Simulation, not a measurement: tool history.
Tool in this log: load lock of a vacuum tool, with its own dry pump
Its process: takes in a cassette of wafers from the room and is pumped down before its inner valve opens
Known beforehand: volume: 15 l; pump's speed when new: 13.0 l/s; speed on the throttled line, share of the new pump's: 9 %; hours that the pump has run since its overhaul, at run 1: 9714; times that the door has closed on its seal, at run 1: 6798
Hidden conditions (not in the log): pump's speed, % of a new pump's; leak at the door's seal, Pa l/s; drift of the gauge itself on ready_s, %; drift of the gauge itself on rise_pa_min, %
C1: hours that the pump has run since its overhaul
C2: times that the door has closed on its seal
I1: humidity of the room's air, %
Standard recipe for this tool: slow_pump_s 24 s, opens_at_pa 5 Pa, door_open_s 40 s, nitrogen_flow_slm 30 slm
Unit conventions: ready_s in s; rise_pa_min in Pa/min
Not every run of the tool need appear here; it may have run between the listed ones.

{"run": 1, "day": 0.0, "slow_pump_s": 24, "opens_at_pa": 5, "door_open_s": 40, "nitrogen_flow_slm": 30, "C1": 9714, "C2": 6798, "I1": 44.9, "ready_s": 33.8, "rise_pa_min": 0.047}
{"run": 2, "day": 14.188, "slow_pump_s": 24, "opens_at_pa": 5, "door_open_s": 40, "nitrogen_flow_slm": 30, "C1": 10054, "C2": 8212, "I1": 44.3, "ready_s": 33.9, "rise_pa_min": 0.046}
{"run": 3, "day": 30.617, "slow_pump_s": 24, "opens_at_pa": 5, "door_open_s": 40, "nitrogen_flow_slm": 30, "C1": 10449, "C2": 9850, "I1": 46.8, "ready_s": 33.9, "rise_pa_min": 0.05}
{"run": 4, "day": 43.675, "slow_pump_s": 24, "opens_at_pa": 5, "door_open_s": 40, "nitrogen_flow_slm": 30, "C1": 10762, "C2": 11152, "I1": 48.2, "ready_s": 33.9, "rise_pa_min": 0.057}
{"run": 5, "day": 56.612, "slow_pump_s": 24, "opens_at_pa": 5, "door_open_s": 40, "nitrogen_flow_slm": 30, "C1": 11073, "C2": 12441, "I1": 44.4, "ready_s": 33.7, "rise_pa_min": 0.056}
{"run": 6, "day": 78.767, "slow_pump_s": 24, "opens_at_pa": 5, "door_open_s": 40, "nitrogen_flow_slm": 30, "C1": 11604, "C2": 14650, "I1": 44.6, "ready_s": 34, "rise_pa_min": 0.056}
{"run": 7, "day": 93.183, "slow_pump_s": 24, "opens_at_pa": 5, "door_open_s": 40, "nitrogen_flow_slm": 30, "C1": 11950, "C2": 16086, "I1": 46.1, "ready_s": 34.1, "rise_pa_min": 0.059}
{"run": 8, "day": 103.329, "slow_pump_s": 44, "opens_at_pa": 5, "door_open_s": 40, "nitrogen_flow_slm": 30, "C1": 12194, "C2": 17098, "I1": 48.5, "ready_s": 52.1, "rise_pa_min": 0.064}
{"run": 9, "day": 113.45, "slow_pump_s": 44, "opens_at_pa": 5, "door_open_s": 40, "nitrogen_flow_slm": 30, "C1": 12437, "C2": 18106, "I1": 42.9, "ready_s": 52.1, "rise_pa_min": 0.064}
{"run": 10, "day": 135.779, "slow_pump_s": 44, "opens_at_pa": 5, "door_open_s": 40, "nitrogen_flow_slm": 30, "C1": 12973, "C2": 20332, "I1": 45, "ready_s": 52, "rise_pa_min": 0.072}
{"run": 11, "day": 156.762, "slow_pump_s": 19, "opens_at_pa": 5, "door_open_s": 40, "nitrogen_flow_slm": 30, "C1": 13476, "C2": 22423, "I1": 45.4, "ready_s": 29.7, "rise_pa_min": 0.078}
{"run": 12, "day": 174.929, "slow_pump_s": 19, "opens_at_pa": 5, "door_open_s": 40, "nitrogen_flow_slm": 30, "C1": 13912, "C2": 24234, "I1": 45.1, "ready_s": 30, "rise_pa_min": 0.078}
{"run": 13, "day": 193.521, "slow_pump_s": 24, "opens_at_pa": 5, "door_open_s": 40, "nitrogen_flow_slm": 30, "C1": 14359, "C2": 26087, "I1": 42.7, "ready_s": 34.1, "rise_pa_min": 0.073}
{"day": 201.279, "done": "dry pump taken out, an overhauled one fitted"}
{"run": 14, "day": 206.317, "slow_pump_s": 24, "opens_at_pa": 5, "door_open_s": 40, "nitrogen_flow_slm": 30, "C1": 121, "C2": 27338, "I1": 39.5, "ready_s": 33.3, "rise_pa_min": 0.081}
{"run": 15, "day": 225.638, "slow_pump_s": 24, "opens_at_pa": 5, "door_open_s": 40, "nitrogen_flow_slm": 30, "C1": 585, "C2": 29263, "I1": 43.8, "ready_s": 33.2, "rise_pa_min": 0.087}
{"run": 16, "day": 247.458, "slow_pump_s": 24, "opens_at_pa": 5, "door_open_s": 40, "nitrogen_flow_slm": 8, "C1": 1108, "C2": 31439, "I1": 42.7, "ready_s": 33.3, "rise_pa_min": 0.109}
{"run": 17, "day": 262.775, "slow_pump_s": 24, "opens_at_pa": 5, "door_open_s": 40, "nitrogen_flow_slm": 30, "C1": 1476, "C2": 32965, "I1": 47.4, "ready_s": 33.5, "rise_pa_min": 0.106}
{"run": 18, "day": 282.333, "slow_pump_s": 24, "opens_at_pa": 5, "door_open_s": 40, "nitrogen_flow_slm": 30, "C1": 1945, "C2": 34914, "I1": 42.3, "ready_s": 33.4, "rise_pa_min": 0.11}
{"run": 19, "day": 295.438, "slow_pump_s": 42, "opens_at_pa": 5, "door_open_s": 40, "nitrogen_flow_slm": 30, "C1": 2260, "C2": 36221, "I1": 45.4, "ready_s": 49.6, "rise_pa_min": 0.115}
{"run": 20, "day": 313.7, "slow_pump_s": 42, "opens_at_pa": 5, "door_open_s": 40, "nitrogen_flow_slm": 30, "C1": 2698, "C2": 38041, "I1": 38.9, "ready_s": 49.8, "rise_pa_min": 0.117}
{"run": 21, "day": 336.221, "slow_pump_s": 24, "opens_at_pa": 6, "door_open_s": 40, "nitrogen_flow_slm": 4, "C1": 3239, "C2": 40286, "I1": 42.9, "ready_s": 33.4, "rise_pa_min": 0.151}
{"run": 22, "day": 348.112, "slow_pump_s": 24, "opens_at_pa": 6, "door_open_s": 26, "nitrogen_flow_slm": 30, "C1": 3524, "C2": 41471, "I1": 43.2, "ready_s": 33.3, "rise_pa_min": 0.131}
{"run": 23, "day": 370.733, "slow_pump_s": 19, "opens_at_pa": 8, "door_open_s": 39, "nitrogen_flow_slm": 20, "C1": 4067, "C2": 43725, "I1": 44.3, "ready_s": 28.3, "rise_pa_min": 0.14}
{"run": 24, "day": 384.025, "slow_pump_s": 39, "opens_at_pa": 5, "door_open_s": 172, "nitrogen_flow_slm": 30, "C1": 4386, "C2": 45051, "I1": 42.8, "ready_s": 47.2, "rise_pa_min": 0.16}
{"run": 25, "day": 399.65, "slow_pump_s": 24, "opens_at_pa": 5, "door_open_s": 40, "nitrogen_flow_slm": 28, "C1": 4761, "C2": 46608, "I1": 47.7, "ready_s": 33.6, "rise_pa_min": 0.154}
{"run": 26, "day": 415.633, "slow_pump_s": 14, "opens_at_pa": 5, "door_open_s": 169, "nitrogen_flow_slm": 28, "C1": 5144, "C2": 48201, "I1": 45.4, "ready_s": 24.6, "rise_pa_min": 0.172}
{"run": 27, "day": 430.379, "slow_pump_s": 14, "opens_at_pa": 5, "door_open_s": 169, "nitrogen_flow_slm": 5, "C1": 5498, "C2": 49671, "I1": 45.6, "ready_s": 24.6, "rise_pa_min": 0.205}
{"run": 28, "day": 450.15, "slow_pump_s": 14, "opens_at_pa": 5, "door_open_s": 169, "nitrogen_flow_slm": 5, "C1": 5973, "C2": 51641, "I1": 46.4, "ready_s": 24.5, "rise_pa_min": 0.216}
{"run": 29, "day": 471.571, "slow_pump_s": 14, "opens_at_pa": 5, "door_open_s": 169, "nitrogen_flow_slm": 5, "C1": 6487, "C2": 53776, "I1": 40.2, "ready_s": 24.7, "rise_pa_min": 0.218}
{"run": 30, "day": 487.367, "slow_pump_s": 14, "opens_at_pa": 5, "door_open_s": 169, "nitrogen_flow_slm": 5, "C1": 6866, "C2": 55351, "I1": 45.3, "ready_s": 24.7, "rise_pa_min": 0.23}
{"run": 31, "day": 499.242, "slow_pump_s": 24, "opens_at_pa": 5, "door_open_s": 40, "nitrogen_flow_slm": 21, "C1": 7151, "C2": 56534, "I1": 44.1, "ready_s": 33.8, "rise_pa_min": 0.202}
{"run": 32, "day": 513.188, "slow_pump_s": 24, "opens_at_pa": 5, "door_open_s": 40, "nitrogen_flow_slm": 21, "C1": 7486, "C2": 57925, "I1": 44.8, "ready_s": 33.9, "rise_pa_min": 0.21}
{"run": 33, "day": 533.921, "slow_pump_s": 24, "opens_at_pa": 8, "door_open_s": 30, "nitrogen_flow_slm": 21, "C1": 7983, "C2": 59991, "I1": 43.1, "ready_s": 33, "rise_pa_min": 0.216}
{"run": 34, "day": 552.2, "slow_pump_s": 24, "opens_at_pa": 8, "door_open_s": 30, "nitrogen_flow_slm": 21, "C1": 8422, "C2": 61813, "I1": 48.4, "ready_s": 33.1, "rise_pa_min": 0.229}
{"run": 35, "day": 562.804, "slow_pump_s": 24, "opens_at_pa": 9, "door_open_s": 40, "nitrogen_flow_slm": 16, "C1": 8677, "C2": 62870, "I1": 42.1, "ready_s": 33.3, "rise_pa_min": 0.234}
{"run": 36, "day": 576.958, "slow_pump_s": 23, "opens_at_pa": 9, "door_open_s": 190, "nitrogen_flow_slm": 16, "C1": 9016, "C2": 64281, "I1": 44.5, "ready_s": 32.2, "rise_pa_min": 0.262}
{"run": 37, "day": 598.396, "slow_pump_s": 23, "opens_at_pa": 9, "door_open_s": 190, "nitrogen_flow_slm": 16, "C1": 9531, "C2": 66418, "I1": 48.2, "ready_s": 32.1, "rise_pa_min": 0.282}
{"run": 38, "day": 611.521, "slow_pump_s": 24, "opens_at_pa": 6, "door_open_s": 40, "nitrogen_flow_slm": 26, "C1": 9846, "C2": 67726, "I1": 50.4, "ready_s": 33.8, "rise_pa_min": 0.265}

Branching from run 38: 3 alternative next runs. What would each branch give?
{"run": "A", "day": 623.725, "slow_pump_s": 15, "opens_at_pa": 4, "door_open_s": 90, "nitrogen_flow_slm": 30, "C1": 10139, "C2": 68942, "I1": 45.2, "ready_s": "?", "rise_pa_min": "?"}
{"run": "B", "day": 623.725, "slow_pump_s": 28, "opens_at_pa": 5, "door_open_s": 40, "nitrogen_flow_slm": 30, "C1": 10139, "C2": 68942, "I1": 45.1, "ready_s": "?", "rise_pa_min": "?"}
{"run": "C", "day": 623.725, "slow_pump_s": 38, "opens_at_pa": 6, "door_open_s": 81, "nitrogen_flow_slm": 44, "C1": 10139, "C2": 68942, "I1": 46.3, "ready_s": "?", "rise_pa_min": "?"}

run=A ready_s=26.4 rise_pa_min=0.27
run=B ready_s=37.6 rise_pa_min=0.266
run=C ready_s=46.5 rise_pa_min=0.265
The same runs, with their run-to-run variation unchanged, on a tool lacking any hidden condition would have given:
run=A ready_s=25.6 rise_pa_min=0.037
run=B ready_s=36.9 rise_pa_min=0.037
run=C ready_s=45.9 rise_pa_min=0.035
